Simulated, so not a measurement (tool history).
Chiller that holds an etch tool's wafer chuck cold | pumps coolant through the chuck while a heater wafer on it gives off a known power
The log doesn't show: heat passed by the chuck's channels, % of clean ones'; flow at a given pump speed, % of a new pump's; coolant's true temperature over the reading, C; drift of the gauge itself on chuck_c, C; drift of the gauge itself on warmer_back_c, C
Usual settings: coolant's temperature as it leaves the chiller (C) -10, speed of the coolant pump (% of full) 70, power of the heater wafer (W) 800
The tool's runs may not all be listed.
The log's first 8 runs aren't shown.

run	hour	coolant's temperature as it leaves the chiller (C)	speed of the coolant pump (% of full)	power of the heater wafer (W)	hours since the coolant was changed and the channels were flushed	hours since the pump was overhauled	hours since the chiller's thermometer was calibrated	chuck's temperature once it has settled (C)	how much warmer the coolant comes back (C)
9	492.5	-10	75	800	9374	3547	749	-3.8	3.28
10	553.9	-10	75	800	9435	3608	810	-3.7	3.21
11	603.2	-10	75	800	9484	3657	859	-3.7	3.27
12	693.9	-10	75	800	9575	3748	950	-3.6	3.31
13	742	-17	75	800	9623	3796	998	-10.8	3.24
14	809.9	-17	80	800	9691	3864	1066	-11.2	3.05
15	874.7	-10	70	800	9756	3929	1131	-3.6	3.44
16	952.8	-10	70	800	9834	4007	1209	-3.5	3.41
17	1023	-10	70	800	9904	4077	1279	-3.7	3.45
18	1105.5	-19	70	800	9987	4160	1362	-12.5	3.4
19	1194.6	-9	84	575	10076	4249	1451	-5	1.94
20	1257.4	-9	84	575	10138	4312	1513	-4.9	1.94
21	1335.3	-9	84	575	10216	4389	1591	-4.9	1.91
22	1382.1	-10	68	800	10263	4436	1638	-3.1	3.47
23	1444.6	-2	70	800	10326	4499	1701	4.7	3.36
24	1486.4	-2	70	800	10368	4541	1742	4.6	3.31
# hour 1495.8: gauge calibrated
25	1534.8	-11	71	404	10416	4589	1791	-7.6	1.76
26	1612.1	-11	88	404	10493	4666	1868	-8.3	1.41
27	1667.6	-11	88	404	10549	4722	1924	-8.3	1.44
28	1725.3	-11	88	404	10606	4779	1981	-8.3	1.45
29	1791.2	-16	93	529	10672	4845	2047	-12.6	1.77
30	1837.5	-16	93	529	10719	4892	2093	-12.6	1.77
# hour 1881: coolant changed, channels flushed
31	1895.6	-16	93	529	15	4944	2146	-12.5	1.74
32	1980.1	-16	93	529	99	5028	2230	-12.5	1.74

Forecast each of these 4 alternatives for the next run:
A	2049.7	-16	100	529	169	5098	2300	?	?
B	2049.7	-15	61	529	169	5098	2300	?	?
C	2049.7	-17	70	800	169	5098	2300	?	?
D	2049.7	-1	75	746	169	5098	2300	?	?

run	chuck's temperature once it has settled (C)	how much warmer the coolant comes back (C)
A	-12.7	1.61
B	-10	2.57
C	-10.3	3.51
D	4.8	3.07
Without the tool's hidden state the same runs would have given:
run	chuck's temperature once it has settled (C)	how much warmer the coolant comes back (C)
A	-12.7	1.7
B	-10.1	2.66
C	-10.3	3.6
D	4.8	3.17

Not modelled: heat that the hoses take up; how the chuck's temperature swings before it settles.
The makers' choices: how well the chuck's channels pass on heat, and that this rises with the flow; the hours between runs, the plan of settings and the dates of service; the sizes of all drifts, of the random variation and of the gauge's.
